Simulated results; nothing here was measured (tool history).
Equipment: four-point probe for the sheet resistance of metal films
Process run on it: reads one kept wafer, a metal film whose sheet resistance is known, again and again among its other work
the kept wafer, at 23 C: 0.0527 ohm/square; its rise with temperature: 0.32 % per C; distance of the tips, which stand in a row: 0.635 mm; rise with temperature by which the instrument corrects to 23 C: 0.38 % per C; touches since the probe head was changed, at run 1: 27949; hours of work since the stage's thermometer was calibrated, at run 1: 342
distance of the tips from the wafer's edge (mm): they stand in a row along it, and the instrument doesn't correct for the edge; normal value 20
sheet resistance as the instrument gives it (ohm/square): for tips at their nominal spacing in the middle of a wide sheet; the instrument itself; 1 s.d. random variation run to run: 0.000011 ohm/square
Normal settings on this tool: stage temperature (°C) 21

run,hour,stage temperature (°C),distance of the tips from the wafer's edge (mm),touches since the probe head was changed,hours of work since the stage's thermometer was calibrated,sheet resistance as the instrument gives it (ohm/square)
1,0.0,21,20,27949,342,0.052557
2,18.3,23,20,28262,350,0.052503
3,41.2,23,20,28652,360,0.052507
4,60.1,23,20,28973,368,0.052518
5,71.9,23,11,29175,373,0.052561
6,93.2,23,11,29538,383,0.052556
7,115.6,21,20,29920,392,0.052577
8,134.2,26,20,30236,400,0.052405
9,144.7,21,9,30415,405,0.052685
10,167.2,21,9,30799,415,0.052682
11,185.5,21,20,31111,423,0.052553
12,198.8,21,20,31338,428,0.052569
13,210.9,21,3,31544,434,0.053761
14,226.6,21,3,31811,440,0.053781
15,241.0,21,3,32056,447,0.053766
16,259.2,21,3,32367,455,0.053762
17,272.9,19,72,32600,461,0.052601
18,296.2,18,14,32997,471,0.052681
19,318.3,22,14,33374,480,0.052540
20,339.3,22,14,33733,489,0.052546
21,356.6,34,4,34027,497,0.052826
22,370.0,27,12,34256,503,0.052414
23,392.4,20,63,34636,512,0.052544
24,410.8,26,40,34950,520,0.052369
25,426.9,28,11,35225,527,0.052410
26,450.1,32,4,35620,537,0.052876

Alternative continuations, all from the tool just after run 26; predict every row:
A,464.4,32,3,35864,544,?
B,464.4,21,8,35864,544,?
C,464.4,31,72,35864,544,?
D,464.4,31,7,35864,544,?
E,464.4,22,12,35864,544,?

run,sheet resistance as the instrument gives it (ohm/square)
A,0.053410
B,0.052692
C,0.052195
D,0.052430
E,0.052570
Stripped of hidden state, with their random variation kept, the same runs would have yielded:
run,sheet resistance as the instrument gives it (ohm/square)
A,0.053666
B,0.052944
C,0.052446
D,0.052681
E,0.052821
